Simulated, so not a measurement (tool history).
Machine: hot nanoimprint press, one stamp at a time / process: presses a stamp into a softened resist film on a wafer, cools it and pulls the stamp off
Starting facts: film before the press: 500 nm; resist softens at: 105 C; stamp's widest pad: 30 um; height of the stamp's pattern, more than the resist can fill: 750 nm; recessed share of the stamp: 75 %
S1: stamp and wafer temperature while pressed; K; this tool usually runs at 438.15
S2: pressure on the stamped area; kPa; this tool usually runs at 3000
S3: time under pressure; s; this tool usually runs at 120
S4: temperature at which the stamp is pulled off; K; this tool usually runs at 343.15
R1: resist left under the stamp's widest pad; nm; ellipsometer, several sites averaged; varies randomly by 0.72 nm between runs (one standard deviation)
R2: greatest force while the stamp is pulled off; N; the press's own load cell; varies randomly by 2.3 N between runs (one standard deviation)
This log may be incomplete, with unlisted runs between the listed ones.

{"run": 1, "hour": 0.0, "S1": 438.15, "S2": 3000, "S3": 120, "S4": 343.15, "R1": 177.8, "R2": 103}
{"run": 2, "hour": 42.1, "S1": 441.15, "S2": 3000, "S3": 120, "S4": 343.15, "R1": 159.3, "R2": 104}
{"run": 3, "hour": 76.0, "S1": 441.15, "S2": 3000, "S3": 120, "S4": 343.15, "R1": 160, "R2": 104}
{"run": 4, "hour": 119.6, "S1": 441.15, "S2": 3000, "S3": 120, "S4": 343.15, "R1": 160.9, "R2": 101}
{"run": 5, "hour": 146.4, "S1": 438.15, "S2": 3000, "S3": 120, "S4": 343.15, "R1": 178.1, "R2": 104}
{"run": 6, "hour": 166.3, "S1": 438.15, "S2": 3000, "S3": 120, "S4": 343.15, "R1": 178.7, "R2": 103}
{"run": 7, "hour": 199.1, "S1": 438.15, "S2": 3000, "S3": 120, "S4": 343.15, "R1": 178.2, "R2": 97}
{"run": 8, "hour": 228.6, "S1": 442.15, "S2": 2320, "S3": 182, "S4": 342.15, "R1": 154.7, "R2": 103}
{"run": 9, "hour": 267.2, "S1": 438.15, "S2": 3920, "S3": 133, "S4": 342.15, "R1": 148, "R2": 106}
{"run": 10, "hour": 292.1, "S1": 438.15, "S2": 1930, "S3": 120, "S4": 343.15, "R1": 227, "R2": 105}
{"run": 11, "hour": 330.2, "S1": 448.15, "S2": 2670, "S3": 70, "S4": 344.15, "R1": 168.3, "R2": 100}
{"run": 12, "hour": 355.1, "S1": 429.15, "S2": 2730, "S3": 124, "S4": 347.15, "R1": 261.6, "R2": 96}
{"run": 13, "hour": 394.1, "S1": 441.15, "S2": 2460, "S3": 89, "S4": 346.15, "R1": 202, "R2": 94}
{"run": 14, "hour": 423.5, "S1": 438.15, "S2": 2460, "S3": 85, "S4": 350.15, "R1": 227, "R2": 90}

The log once held 2 entries between its listed runs, left out of this copy. Where does each go, and what is different about the tool's unlogged condition between the listed run before it and the listed run after it?
Run 3 -> run 4: stamp cleaned and given a new release coat (hour 105.9)
  pressure that arrives at the usual setting, %: 99.96 -> 99.95; grip of the stamp's worn release coat, % over a new coat's: 1.4 -> 0.1; drift of the gauge itself on residual_nm, %: 0.38 -> 0.57
  measured result minus the result with no hidden state, R1: +0.8 -> +1.1 nm
Run 10 -> run 11: press's hydraulic seals changed and the load cell set to zero (hour 303)
  pressure that arrives at the usual setting, %: 99.94 -> 100.01; grip of the stamp's worn release coat, % over a new coat's: 0.8 -> 0.9; drift of the gauge itself on residual_nm, %: 1.43 -> 1.58
  measured result minus the result with no hidden state, R1: +3.6 -> +2.8 nm
